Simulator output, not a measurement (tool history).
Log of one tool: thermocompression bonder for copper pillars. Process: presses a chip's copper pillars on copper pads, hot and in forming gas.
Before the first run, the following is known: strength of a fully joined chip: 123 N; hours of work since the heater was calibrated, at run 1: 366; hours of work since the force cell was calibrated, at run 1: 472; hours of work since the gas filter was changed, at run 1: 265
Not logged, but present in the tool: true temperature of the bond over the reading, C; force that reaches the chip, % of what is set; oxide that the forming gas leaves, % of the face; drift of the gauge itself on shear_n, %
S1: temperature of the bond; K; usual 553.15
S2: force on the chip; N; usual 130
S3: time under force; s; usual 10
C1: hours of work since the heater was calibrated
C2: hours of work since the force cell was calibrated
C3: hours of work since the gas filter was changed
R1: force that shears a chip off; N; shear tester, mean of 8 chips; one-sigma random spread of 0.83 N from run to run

run,hour,S1,S2,S3,C1,C2,C3,R1
1,0.0,553.15,130,10,366,472,265,56.3
2,15.7,553.15,88,10,373,479,272,49.2
3,39.2,553.15,130,10,384,490,283,55.9
4,56.5,553.15,130,10,392,498,291,57.4
5,81.7,553.15,178,10,403,509,302,64.2
6,102.2,553.15,178,10,412,519,312,65.8
7,130.4,553.15,130,10,425,532,324,57.3
8,154.4,530.15,130,10,436,543,335,38.0
9,183.5,530.15,130,10,449,556,349,38.6
10,206.4,530.15,130,10,460,566,359,37.3
11,222.9,530.15,130,10,467,574,367,38.6
12,242.6,553.15,130,10,476,583,376,54.5
# hour 255.6: forming gas filter changed
13,269.0,553.15,130,6,488,594,6,50.0
14,292.2,553.15,130,10,499,605,17,61.5
15,320.0,553.15,130,10,511,618,29,61.1
16,342.0,553.15,130,10,521,628,39,60.0
17,369.7,553.15,130,10,534,640,52,61.0
18,384.3,553.15,83,10,540,647,59,48.7
19,402.6,553.15,130,10,549,655,67,61.4
20,417.3,553.15,183,10,555,662,74,68.9
21,435.7,553.15,183,10,564,670,82,68.6
22,454.0,553.15,183,10,572,679,90,68.9
23,471.7,572.15,89,9,580,687,98,62.6
24,483.6,538.15,116,18,586,692,104,54.2
25,507.4,557.15,130,15,596,703,115,70.0
26,532.8,582.15,173,10,608,714,126,91.7
27,556.4,562.15,141,16,619,725,137,77.9
28,581.7,553.15,130,17,630,737,148,68.3
29,608.9,531.15,85,10,643,749,161,31.3
30,625.8,554.15,172,10,650,757,168,62.5
31,638.0,554.15,172,10,656,762,174,65.0
32,663.6,554.15,172,10,668,774,186,63.1
33,677.9,524.15,83,7,674,781,192,22.1
34,692.6,526.15,81,6,681,787,199,21.4
35,717.9,526.15,81,6,692,799,210,22.2
36,737.5,526.15,81,6,701,808,219,21.0
37,759.6,553.15,130,22,711,818,229,73.3
38,779.8,553.15,130,5,720,827,239,43.0
39,796.3,534.15,130,10,728,834,246,40.3
40,810.2,553.15,130,11,734,841,252,56.9
41,838.3,574.15,113,11,747,853,265,71.1

What if the next run were any one of these 3? Each begins from the tool's condition after run 41:
A,863.8,574.15,86,11,759,865,277,?
B,863.8,574.15,152,11,759,865,277,?
C,863.8,548.15,130,8,759,865,277,?

run,R1
A,64.3
B,76.8
C,46.9
What these runs would have given with no unlogged condition in the tool:
run,R1
A,77.5
B,90.9
C,58.2
